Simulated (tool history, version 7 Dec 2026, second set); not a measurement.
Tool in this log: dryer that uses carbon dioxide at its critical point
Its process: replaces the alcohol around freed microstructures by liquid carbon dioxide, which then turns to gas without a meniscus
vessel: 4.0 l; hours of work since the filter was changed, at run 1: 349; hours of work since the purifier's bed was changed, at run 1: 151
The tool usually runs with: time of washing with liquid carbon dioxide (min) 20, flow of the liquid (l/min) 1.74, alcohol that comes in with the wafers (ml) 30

run,day,time of washing with liquid carbon dioxide (min),flow of the liquid (l/min),alcohol that comes in with the wafers (ml),hours of work since the filter was changed,hours of work since the purifier's bed was changed,alcohol left in the vessel before it's heated (ppm by volume)
1,0.000,20,1.74,30,349,151,15
# day 0.179: inlet filter changed
2,0.512,20,1.74,30,6,159,17
3,1.117,20,1.74,30,16,169,19
4,1.762,20,1.74,30,27,180,26
5,2.271,25,1.74,30,36,189,21
6,2.608,25,1.74,30,42,195,10
7,3.279,25,1.74,30,53,206,27
8,3.579,25,1.74,30,58,211,16
9,3.929,20,1.74,30,64,217,19
10,4.512,20,1.74,30,74,227,27
11,4.892,20,2.76,30,81,234,27
12,5.421,20,1.74,30,90,243,26
13,5.738,20,1.78,30,95,248,27
14,6.367,20,1.78,30,106,259,23
15,6.850,19,1.74,30,114,267,28
16,7.267,19,1.74,30,121,274,27
17,7.950,16,1.91,44,133,286,37
18,8.433,20,2.08,30,141,294,25
19,8.879,24,1.55,108,149,302,33
20,9.454,13,1.91,21,159,312,50
21,9.917,18,2.70,31,166,320,25
22,10.408,20,2.41,30,175,328,26
23,10.829,26,1.22,56,182,335,38
24,11.167,27,2.07,44,188,341,22
25,11.800,13,1.71,96,199,352,222
26,12.117,12,2.78,39,204,357,34
27,12.571,16,1.32,38,212,365,140
28,12.867,16,1.32,38,217,370,140
29,13.296,17,2.00,69,224,377,43
30,13.842,17,2.00,69,234,387,38
31,14.508,23,2.26,97,245,398,29
32,14.871,15,2.43,71,251,404,48

How would selected steps in alcohol left in the vessel before it's heated (ppm by volume) from run to run divide? Give the signed amount a tool lacking its hidden state would still show from settings, what came in and random variation, and the signed amount left for the hidden state, including any gauge scatter that is not in both of the compared results.
Hidden conditions of the tool in this case: flow that reaches the vessel past the clogged filter, %; alcohol in the recycled carbon dioxide, ppm; drift of the gauge itself on alcohol_ppm, %.
Run 24 -> 25: time of washing with liquid carbon dioxide (min) 27 -> 13, flow of the liquid (l/min) 2.07 -> 1.71, alcohol that comes in with the wafers (ml) 44 -> 96. alcohol left in the vessel before it's heated (ppm by volume) +200: hidden state +59, all else +141.
Run 25 -> 26: time of washing with liquid carbon dioxide (min) 13 -> 12, flow of the liquid (l/min) 1.71 -> 2.78, alcohol that comes in with the wafers (ml) 96 -> 39. alcohol left in the vessel before it's heated (ppm by volume) -188: hidden state -53, all else -135.
Run 26 -> 27: time of washing with liquid carbon dioxide (min) 12 -> 16, flow of the liquid (l/min) 2.78 -> 1.32, alcohol that comes in with the wafers (ml) 39 -> 38. alcohol left in the vessel before it's heated (ppm by volume) +106: hidden state +28, all else +78.
